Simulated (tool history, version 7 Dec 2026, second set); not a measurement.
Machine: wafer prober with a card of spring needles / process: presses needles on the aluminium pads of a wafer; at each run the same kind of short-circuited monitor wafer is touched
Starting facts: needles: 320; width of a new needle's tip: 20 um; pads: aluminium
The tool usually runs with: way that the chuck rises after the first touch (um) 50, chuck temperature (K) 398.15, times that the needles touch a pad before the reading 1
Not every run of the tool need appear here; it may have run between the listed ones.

run,hour,way that the chuck rises after the first touch (um),chuck temperature (K),times that the needles touch a pad before the reading,resistance of one needle with its contact and lead (mohm),way that a needle slides on the pad (um)
1,0,50,398.15,1,126,11.72
# hour 4.6: tips cleaned on abrasive film
# hour 18: tips cleaned on abrasive film
2,27,50,398.15,1,128,11.68
# hour 32.7: tips cleaned on abrasive film
# hour 48.2: tips cleaned on abrasive film
3,60.6,50,398.15,1,124,11.72
# hour 62.9: tips cleaned on abrasive film
# hour 77.7: tips cleaned on abrasive film
4,87.4,50,398.15,1,127,11.75
# hour 91.3: tips cleaned on abrasive film
# hour 105.6: tips cleaned on abrasive film
# hour 119.1: tips cleaned on abrasive film
5,124.8,50,335.15,1,117,11.77
# hour 133.1: tips cleaned on abrasive film
# hour 146.8: tips cleaned on abrasive film
6,156.6,50,335.15,1,115,11.79
# hour 161.4: tips cleaned on abrasive film
# hour 174.9: tips cleaned on abrasive film
7,175,50,398.15,1,127,11.76
# hour 188.1: tips cleaned on abrasive film
8,195.4,41,398.15,1,129,9.63
# hour 202: tips cleaned on abrasive film
# hour 214.9: tips cleaned on abrasive film
9,217.6,45,398.15,1,128,10.61
# hour 228.4: tips cleaned on abrasive film
# hour 241.9: tips cleaned on abrasive film
10,251.8,45,308.15,1,114,10.63
# hour 255.8: tips cleaned on abrasive film
11,267.2,45,308.15,1,116,10.6
# hour 270: tips cleaned on abrasive film
# hour 284.4: tips cleaned on abrasive film
# hour 297.3: tips cleaned on abrasive film
12,301.7,45,308.15,1,114,10.64
# hour 311.9: tips cleaned on abrasive film
13,317,45,308.15,1,114,10.58
# hour 324.9: tips cleaned on abrasive film
14,335.2,45,308.15,1,115,10.66
# hour 337.7: tips cleaned on abrasive film
# hour 351.5: tips cleaned on abrasive film
# hour 365.1: tips cleaned on abrasive film
# hour 365.4: height of the first contact set anew
15,367.6,45,308.15,1,114,10.57
# hour 378.3: tips cleaned on abrasive film
16,387.2,49,307.15,1,114,11.6
# hour 393.3: tips cleaned on abrasive film
17,402.9,36,299.15,1,115,8.53
# hour 407.2: tips cleaned on abrasive film
# hour 420: tips cleaned on abrasive film
18,424.4,36,299.15,1,118,8.48

Estimate the outcome of run 19 from the log above:
# hour 433: tips cleaned on abrasive film
# hour 446.8: tips cleaned on abrasive film
19,452.3,33,367.15,1,?,?

resistance of one needle with its contact and lead (mohm): 130
way that a needle slides on the pad (um): 7.84
With no hidden state in the tool, this same run would have given resistance of one needle with its contact and lead (mohm) 129, way that a needle slides on the pad (um) 7.76.
